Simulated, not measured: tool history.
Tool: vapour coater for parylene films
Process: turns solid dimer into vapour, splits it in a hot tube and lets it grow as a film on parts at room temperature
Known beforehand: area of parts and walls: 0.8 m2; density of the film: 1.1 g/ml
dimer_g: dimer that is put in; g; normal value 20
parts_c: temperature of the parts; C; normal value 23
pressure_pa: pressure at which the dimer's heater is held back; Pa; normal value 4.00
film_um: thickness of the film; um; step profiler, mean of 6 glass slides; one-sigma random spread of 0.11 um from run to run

{"run": 1, "hour": 0.0, "dimer_g": 20, "parts_c": 23, "pressure_pa": 4.0, "film_um": 12.63}
{"run": 2, "hour": 7.7, "dimer_g": 20, "parts_c": 23, "pressure_pa": 4.0, "film_um": 12.62}
{"run": 3, "hour": 17.1, "dimer_g": 9, "parts_c": 23, "pressure_pa": 4.0, "film_um": 5.77}
{"run": 4, "hour": 28.9, "dimer_g": 9, "parts_c": 19, "pressure_pa": 4.0, "film_um": 6.55}
{"run": 5, "hour": 45.6, "dimer_g": 9, "parts_c": 19, "pressure_pa": 4.0, "film_um": 6.69}
{"run": 6, "hour": 63.2, "dimer_g": 20, "parts_c": 23, "pressure_pa": 4.0, "film_um": 12.5}
{"run": 7, "hour": 70.9, "dimer_g": 20, "parts_c": 23, "pressure_pa": 4.0, "film_um": 12.39}
{"run": 8, "hour": 83.7, "dimer_g": 8, "parts_c": 23, "pressure_pa": 4.0, "film_um": 5.05}
{"run": 9, "hour": 93.9, "dimer_g": 8, "parts_c": 23, "pressure_pa": 4.0, "film_um": 4.97}
{"run": 10, "hour": 109.3, "dimer_g": 8, "parts_c": 23, "pressure_pa": 4.0, "film_um": 4.96}
{"run": 11, "hour": 118.3, "dimer_g": 8, "parts_c": 23, "pressure_pa": 4.0, "film_um": 5.0}
{"run": 12, "hour": 131.5, "dimer_g": 8, "parts_c": 23, "pressure_pa": 4.0, "film_um": 4.9}
{"run": 13, "hour": 141.7, "dimer_g": 20, "parts_c": 23, "pressure_pa": 2.84, "film_um": 12.68}
{"run": 14, "hour": 154.2, "dimer_g": 20, "parts_c": 23, "pressure_pa": 2.84, "film_um": 12.48}
{"run": 15, "hour": 171.4, "dimer_g": 20, "parts_c": 23, "pressure_pa": 4.0, "film_um": 12.28}
{"run": 16, "hour": 186.2, "dimer_g": 20, "parts_c": 23, "pressure_pa": 4.0, "film_um": 12.3}
{"run": 17, "hour": 197.2, "dimer_g": 20, "parts_c": 23, "pressure_pa": 4.0, "film_um": 12.26}
{"run": 18, "hour": 209.2, "dimer_g": 20, "parts_c": 23, "pressure_pa": 4.0, "film_um": 12.22}
{"run": 19, "hour": 222.5, "dimer_g": 20, "parts_c": 23, "pressure_pa": 4.0, "film_um": 12.2}
{"run": 20, "hour": 240.0, "dimer_g": 20, "parts_c": 23, "pressure_pa": 4.0, "film_um": 12.34}
{"run": 21, "hour": 255.2, "dimer_g": 20, "parts_c": 23, "pressure_pa": 4.0, "film_um": 12.06}
{"run": 22, "hour": 263.6, "dimer_g": 20, "parts_c": 23, "pressure_pa": 4.0, "film_um": 12.23}
{"run": 23, "hour": 272.0, "dimer_g": 20, "parts_c": 23, "pressure_pa": 4.0, "film_um": 12.08}
{"run": 24, "hour": 289.6, "dimer_g": 20, "parts_c": 23, "pressure_pa": 4.0, "film_um": 12.09}
{"run": 25, "hour": 298.6, "dimer_g": 10, "parts_c": 25, "pressure_pa": 7.51, "film_um": 5.43}
{"run": 26, "hour": 313.4, "dimer_g": 11, "parts_c": 20, "pressure_pa": 3.26, "film_um": 7.48}
{"run": 27, "hour": 331.2, "dimer_g": 11, "parts_c": 20, "pressure_pa": 3.26, "film_um": 7.59}
{"run": 28, "hour": 342.6, "dimer_g": 34, "parts_c": 18, "pressure_pa": 4.0, "film_um": 24.93}
{"run": 29, "hour": 358.5, "dimer_g": 11, "parts_c": 27, "pressure_pa": 4.0, "film_um": 5.65}
{"run": 30, "hour": 365.9, "dimer_g": 20, "parts_c": 31, "pressure_pa": 4.0, "film_um": 8.74}
{"run": 31, "hour": 382.5, "dimer_g": 20, "parts_c": 31, "pressure_pa": 4.0, "film_um": 8.82}
{"run": 32, "hour": 400.0, "dimer_g": 35, "parts_c": 15, "pressure_pa": 9.55, "film_um": 27.02}
{"run": 33, "hour": 415.4, "dimer_g": 9, "parts_c": 20, "pressure_pa": 5.68, "film_um": 5.82}
{"run": 34, "hour": 423.2, "dimer_g": 19, "parts_c": 16, "pressure_pa": 4.18, "film_um": 14.63}
{"run": 35, "hour": 436.3, "dimer_g": 19, "parts_c": 16, "pressure_pa": 4.18, "film_um": 14.83}
{"run": 36, "hour": 447.9, "dimer_g": 19, "parts_c": 29, "pressure_pa": 4.18, "film_um": 8.84}
{"run": 37, "hour": 464.2, "dimer_g": 20, "parts_c": 18, "pressure_pa": 4.0, "film_um": 14.41}
{"run": 38, "hour": 479.0, "dimer_g": 20, "parts_c": 18, "pressure_pa": 4.0, "film_um": 14.35}
{"run": 39, "hour": 489.7, "dimer_g": 20, "parts_c": 18, "pressure_pa": 4.0, "film_um": 14.2}
{"hour": 502.6, "done": "trap's valve overhauled"}
{"run": 40, "hour": 505.7, "dimer_g": 24, "parts_c": 18, "pressure_pa": 6.4, "film_um": 19.08}
{"run": 41, "hour": 522.8, "dimer_g": 11, "parts_c": 23, "pressure_pa": 3.51, "film_um": 7.47}
{"run": 42, "hour": 533.1, "dimer_g": 20, "parts_c": 19, "pressure_pa": 4.88, "film_um": 15.23}
{"run": 43, "hour": 541.2, "dimer_g": 20, "parts_c": 19, "pressure_pa": 4.88, "film_um": 15.41}
{"run": 44, "hour": 550.3, "dimer_g": 20, "parts_c": 19, "pressure_pa": 4.88, "film_um": 15.66}
{"run": 45, "hour": 565.9, "dimer_g": 15, "parts_c": 19, "pressure_pa": 4.88, "film_um": 11.35}
{"run": 46, "hour": 576.2, "dimer_g": 26, "parts_c": 22, "pressure_pa": 6.66, "film_um": 17.24}
{"run": 47, "hour": 590.7, "dimer_g": 16, "parts_c": 33, "pressure_pa": 2.56, "film_um": 7.31}

Alternative continuations, all from the tool just after run 47; predict every row:
{"run": "A", "hour": 605.0, "dimer_g": 20, "parts_c": 23, "pressure_pa": 3.13, "film_um": "?"}
{"run": "B", "hour": 605.0, "dimer_g": 20, "parts_c": 19, "pressure_pa": 5.18, "film_um": "?"}
{"run": "C", "hour": 605.0, "dimer_g": 14, "parts_c": 28, "pressure_pa": 4.0, "film_um": "?"}
{"run": "D", "hour": 605.0, "dimer_g": 20, "parts_c": 32, "pressure_pa": 4.0, "film_um": "?"}

run=A film_um=13.45
run=B film_um=15.28
run=C film_um=7.53
run=D film_um=9.33
Stripped of hidden state, with their random variation kept, the same runs would have yielded:
run=A film_um=13.29
run=B film_um=15.10
run=C film_um=7.44
run=D film_um=9.23

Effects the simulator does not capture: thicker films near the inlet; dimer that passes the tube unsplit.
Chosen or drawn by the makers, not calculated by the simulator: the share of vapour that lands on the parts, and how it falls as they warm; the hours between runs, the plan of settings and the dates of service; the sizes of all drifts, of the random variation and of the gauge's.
